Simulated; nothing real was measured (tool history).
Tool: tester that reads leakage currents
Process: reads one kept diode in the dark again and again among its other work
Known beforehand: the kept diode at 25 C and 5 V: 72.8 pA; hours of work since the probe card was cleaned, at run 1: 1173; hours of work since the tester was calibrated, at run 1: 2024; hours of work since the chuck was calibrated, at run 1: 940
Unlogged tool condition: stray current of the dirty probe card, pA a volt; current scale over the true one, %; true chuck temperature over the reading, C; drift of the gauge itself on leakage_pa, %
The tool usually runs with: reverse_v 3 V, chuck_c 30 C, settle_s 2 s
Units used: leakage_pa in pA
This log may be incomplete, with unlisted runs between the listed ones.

run,day,reverse_v,chuck_c,settle_s,hours of work since the probe card was cleaned,hours of work since the tester was calibrated,hours of work since the chuck was calibrated,leakage_pa
1,0,3,30,2,1173,2024,940,89.63
2,3.617,3,30,2,1235,2086,1003,90.16
3,6.479,3,30,0.63,1285,2135,1052,91.01
# day 9.779: tester calibrated
4,9.833,3,30,2.09,1341,1,1109,88.72
5,13.046,3,30,2.09,1396,56,1164,88.72
6,17.375,3,38,2,1471,131,1238,151.13
# day 18.162: probe card cleaned and baked
7,19.912,3,30,2,30,172,1280,91.88
8,22.546,3,36,2,75,218,1325,134.48
9,26.475,3.17,30,2,143,286,1393,93.73
10,30.358,3.17,30,2,210,353,1460,94.08
11,34.242,3.17,30,2,277,419,1527,94.84
# day 38.321: probe card cleaned and baked, once more
12,38.662,3.17,30,2,6,493,1601,85.5
# day 39.817: chuck's temperature calibrated
13,43.75,15.31,37,4.2,92,580,68,257.43
14,46.738,1.14,56,4.93,144,631,119,324.32
15,49.458,1.14,56,4.93,191,678,166,325.83
16,54.4,1.14,56,4.93,276,763,251,323.38
17,56.671,19.34,33,4.64,315,802,290,219.14
18,60.529,9.14,26,1,381,869,357,101.46
19,63.488,2.43,37,0.88,432,920,408,128.81
20,68.275,1.22,30,2,515,1002,490,61.32
21,72.929,4.6,30,0.43,595,1083,571,104.45

Across each entry between runs, compare the hidden state at the last listed run before it with the hidden state at the first listed run after it:
From run 3 to run 4: tester calibrated (day 9.779)
  stray current of the dirty probe card, pA a volt: 1.475 -> 1.539; current scale over the true one, %: 1.46 -> -0.12; true chuck temperature over the reading, C: -0.35 -> -0.37
  measured less the result without the state, leakage_pa: +3.57 -> +2.23 pA
From run 6 to run 7: probe card cleaned and baked (day 18.162)
  stray current of the dirty probe card, pA a volt: 1.684 -> 2.488; current scale over the true one, %: -0.04 -> -0.01; true chuck temperature over the reading, C: -0.41 -> -0.42
  measured less the result without the state, leakage_pa: +0.86 -> +4.86 pA
From run 11 to run 12: probe card cleaned and baked, once more (day 38.321)
  stray current of the dirty probe card, pA a volt: 2.772 -> 0.029; current scale over the true one, %: 0.15 -> 0.2; true chuck temperature over the reading, C: -0.5 -> -0.52
  measured less the result without the state, leakage_pa: +5.82 -> -3.02 pA
From run 12 to run 13: chuck's temperature calibrated (day 39.817)
  stray current of the dirty probe card, pA a volt: 0.029 -> 0.129; current scale over the true one, %: 0.2 -> 0.26; true chuck temperature over the reading, C: -0.52 -> -0.23
  measured less the result without the state, leakage_pa: -3.02 -> -1.63 pA
